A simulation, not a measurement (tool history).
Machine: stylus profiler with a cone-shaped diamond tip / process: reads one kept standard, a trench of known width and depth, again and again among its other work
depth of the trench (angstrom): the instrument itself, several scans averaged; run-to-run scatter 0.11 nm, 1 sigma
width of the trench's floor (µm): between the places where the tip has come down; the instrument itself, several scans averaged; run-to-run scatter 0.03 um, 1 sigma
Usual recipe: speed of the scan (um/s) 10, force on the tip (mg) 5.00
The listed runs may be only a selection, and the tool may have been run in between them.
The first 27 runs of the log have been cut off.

run	hour	speed of the scan (um/s)	force on the tip (mg)	scans with this tip	hours of work since the height scale was calibrated	depth of the trench (angstrom)	width of the trench's floor (µm)
28	311.2	32	7.58	6567	464	2033.3	46.58
29	323.4	13	5.74	6670	471	2026.3	46.70
30	332.7	13	5.74	6748	477	2026.9	46.59
# hour 334.4: height scale calibrated on a step standard
31	341.5	12	3.97	6818	4	2018.5	46.66
32	352.6	15	7.11	6910	11	2030.4	46.65
33	361.7	15	7.11	6987	16	2029.1	46.63
# hour 375.0: height scale calibrated on a step standard, once more
34	379.1	15	7.11	7128	2	2034.1	46.64
35	396.4	17	12.23	7274	13	2049.8	46.66
36	410.7	17	12.23	7393	21	2049.3	46.56
37	418.1	5	11.20	7456	26	2047.1	46.64
38	431.2	5	3.35	7566	33	2019.9	46.64
39	440.3	11	4.98	7642	39	2026.4	46.58
40	456.9	3	3.26	7781	49	2018.8	46.55
41	473.4	6	5.02	7920	58	2025.4	46.59
42	482.5	6	5.02	7996	64	2025.8	46.61
43	495.5	6	3.03	8105	71	2017.3	46.57
44	508.5	10	10.09	8214	79	2041.8	46.60
45	518.8	3	3.78	8300	85	2022.6	46.65
46	532.3	37	1.84	8414	93	2012.4	46.37

Branching from run 46: 4 alternative next runs. What would each branch give?
A	548.9	25	4.93	8553	103	?	?
B	548.9	10	3.84	8553	103	?	?
C	548.9	11	2.07	8553	103	?	?
D	548.9	13	5.00	8553	103	?	?

run	depth of the trench (angstrom)	width of the trench's floor (µm)
A	2025.7	46.45
B	2022.2	46.59
C	2013.6	46.58
D	2026.2	46.57
Take away the tool's hidden state, keep each run's random variation, and the runs would have read:
run	depth of the trench (angstrom)	width of the trench's floor (µm)
A	2027.0	47.06
B	2023.5	47.20
C	2014.9	47.20
D	2027.5	47.18
